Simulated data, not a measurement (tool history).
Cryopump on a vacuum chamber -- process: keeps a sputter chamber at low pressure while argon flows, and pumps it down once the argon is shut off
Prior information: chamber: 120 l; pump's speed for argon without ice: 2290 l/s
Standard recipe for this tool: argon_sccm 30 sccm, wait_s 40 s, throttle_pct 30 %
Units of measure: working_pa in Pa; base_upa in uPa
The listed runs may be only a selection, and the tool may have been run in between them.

{"run": 1, "hour": 0.0, "argon_sccm": 30, "wait_s": 40, "throttle_pct": 30, "working_pa": 0.0802, "base_upa": 0.7}
{"run": 2, "hour": 28.4, "argon_sccm": 30, "wait_s": 40, "throttle_pct": 30, "working_pa": 0.0805, "base_upa": 0.7}
{"run": 3, "hour": 66.2, "argon_sccm": 30, "wait_s": 40, "throttle_pct": 30, "working_pa": 0.081, "base_upa": 0.71}
{"run": 4, "hour": 85.3, "argon_sccm": 30, "wait_s": 40, "throttle_pct": 30, "working_pa": 0.0812, "base_upa": 0.77}
{"run": 5, "hour": 108.2, "argon_sccm": 30, "wait_s": 40, "throttle_pct": 30, "working_pa": 0.0819, "base_upa": 0.69}
{"run": 6, "hour": 125.5, "argon_sccm": 30, "wait_s": 40, "throttle_pct": 30, "working_pa": 0.0815, "base_upa": 0.72}
{"run": 7, "hour": 144.1, "argon_sccm": 30, "wait_s": 48, "throttle_pct": 30, "working_pa": 0.0824, "base_upa": 0.67}
{"run": 8, "hour": 168.5, "argon_sccm": 30, "wait_s": 40, "throttle_pct": 39, "working_pa": 0.0657, "base_upa": 0.76}
{"run": 9, "hour": 203.2, "argon_sccm": 30, "wait_s": 40, "throttle_pct": 39, "working_pa": 0.0664, "base_upa": 0.8}
{"run": 10, "hour": 230.0, "argon_sccm": 35, "wait_s": 40, "throttle_pct": 39, "working_pa": 0.0772, "base_upa": 0.77}
{"run": 11, "hour": 263.4, "argon_sccm": 30, "wait_s": 40, "throttle_pct": 36, "working_pa": 0.0711, "base_upa": 0.77}
{"hour": 271.7, "done": "pump warmed up, emptied and cooled again"}
{"run": 12, "hour": 299.1, "argon_sccm": 13, "wait_s": 40, "throttle_pct": 30, "working_pa": 0.0322, "base_upa": 0.68}
{"run": 13, "hour": 327.4, "argon_sccm": 30, "wait_s": 101, "throttle_pct": 30, "working_pa": 0.0755, "base_upa": 0.45}
{"run": 14, "hour": 354.2, "argon_sccm": 30, "wait_s": 101, "throttle_pct": 30, "working_pa": 0.0753, "base_upa": 0.47}
{"run": 15, "hour": 393.8, "argon_sccm": 30, "wait_s": 40, "throttle_pct": 30, "working_pa": 0.0751, "base_upa": 0.69}
{"run": 16, "hour": 411.3, "argon_sccm": 30, "wait_s": 40, "throttle_pct": 30, "working_pa": 0.075, "base_upa": 0.74}
{"run": 17, "hour": 448.2, "argon_sccm": 30, "wait_s": 40, "throttle_pct": 30, "working_pa": 0.0757, "base_upa": 0.72}
{"run": 18, "hour": 473.2, "argon_sccm": 20, "wait_s": 40, "throttle_pct": 24, "working_pa": 0.0628, "base_upa": 0.71}
{"run": 19, "hour": 502.9, "argon_sccm": 16, "wait_s": 261, "throttle_pct": 40, "working_pa": 0.0301, "base_upa": 0.43}
{"run": 20, "hour": 543.2, "argon_sccm": 17, "wait_s": 52, "throttle_pct": 27, "working_pa": 0.0487, "base_upa": 0.72}
{"run": 21, "hour": 573.9, "argon_sccm": 25, "wait_s": 110, "throttle_pct": 58, "working_pa": 0.0342, "base_upa": 0.54}
{"run": 22, "hour": 615.3, "argon_sccm": 32, "wait_s": 40, "throttle_pct": 30, "working_pa": 0.0831, "base_upa": 0.75}
{"run": 23, "hour": 634.3, "argon_sccm": 37, "wait_s": 38, "throttle_pct": 19, "working_pa": 0.1493, "base_upa": 0.83}
{"run": 24, "hour": 658.7, "argon_sccm": 14, "wait_s": 38, "throttle_pct": 23, "working_pa": 0.0478, "base_upa": 0.81}
{"run": 25, "hour": 689.5, "argon_sccm": 27, "wait_s": 40, "throttle_pct": 30, "working_pa": 0.0702, "base_upa": 0.83}
{"run": 26, "hour": 716.8, "argon_sccm": 35, "wait_s": 141, "throttle_pct": 37, "working_pa": 0.0743, "base_upa": 0.6}
{"run": 27, "hour": 757.0, "argon_sccm": 32, "wait_s": 94, "throttle_pct": 33, "working_pa": 0.0766, "base_upa": 0.63}
{"run": 28, "hour": 788.1, "argon_sccm": 43, "wait_s": 60, "throttle_pct": 31, "working_pa": 0.1104, "base_upa": 0.74}
{"run": 29, "hour": 809.8, "argon_sccm": 50, "wait_s": 289, "throttle_pct": 15, "working_pa": 0.2558, "base_upa": 0.55}
{"run": 30, "hour": 832.1, "argon_sccm": 50, "wait_s": 289, "throttle_pct": 15, "working_pa": 0.257, "base_upa": 0.58}
{"run": 31, "hour": 866.8, "argon_sccm": 14, "wait_s": 42, "throttle_pct": 32, "working_pa": 0.035, "base_upa": 0.88}
{"run": 32, "hour": 901.8, "argon_sccm": 14, "wait_s": 42, "throttle_pct": 32, "working_pa": 0.0366, "base_upa": 0.93}
{"run": 33, "hour": 942.8, "argon_sccm": 14, "wait_s": 42, "throttle_pct": 32, "working_pa": 0.036, "base_upa": 0.99}

4 options for the next run, each taken on its own from the tool as it stands now. Forecast them:
{"run": "A", "hour": 959.8, "argon_sccm": 14, "wait_s": 40, "throttle_pct": 37, "working_pa": "?", "base_upa": "?"}
{"run": "B", "hour": 959.8, "argon_sccm": 17, "wait_s": 242, "throttle_pct": 15, "working_pa": "?", "base_upa": "?"}
{"run": "C", "hour": 959.8, "argon_sccm": 30, "wait_s": 40, "throttle_pct": 40, "working_pa": "?", "base_upa": "?"}
{"run": "D", "hour": 959.8, "argon_sccm": 14, "wait_s": 296, "throttle_pct": 21, "working_pa": "?", "base_upa": "?"}

run=A working_pa=0.0312 base_upa=0.95
run=B working_pa=0.0877 base_upa=0.64
run=C working_pa=0.0626 base_upa=0.98
run=D working_pa=0.0532 base_upa=0.67
Without the tool's hidden state the same runs would have given:
run=A working_pa=0.0273 base_upa=0.49
run=B working_pa=0.0829 base_upa=0.19
run=C working_pa=0.0542 base_upa=0.53
run=D working_pa=0.0493 base_upa=0.21
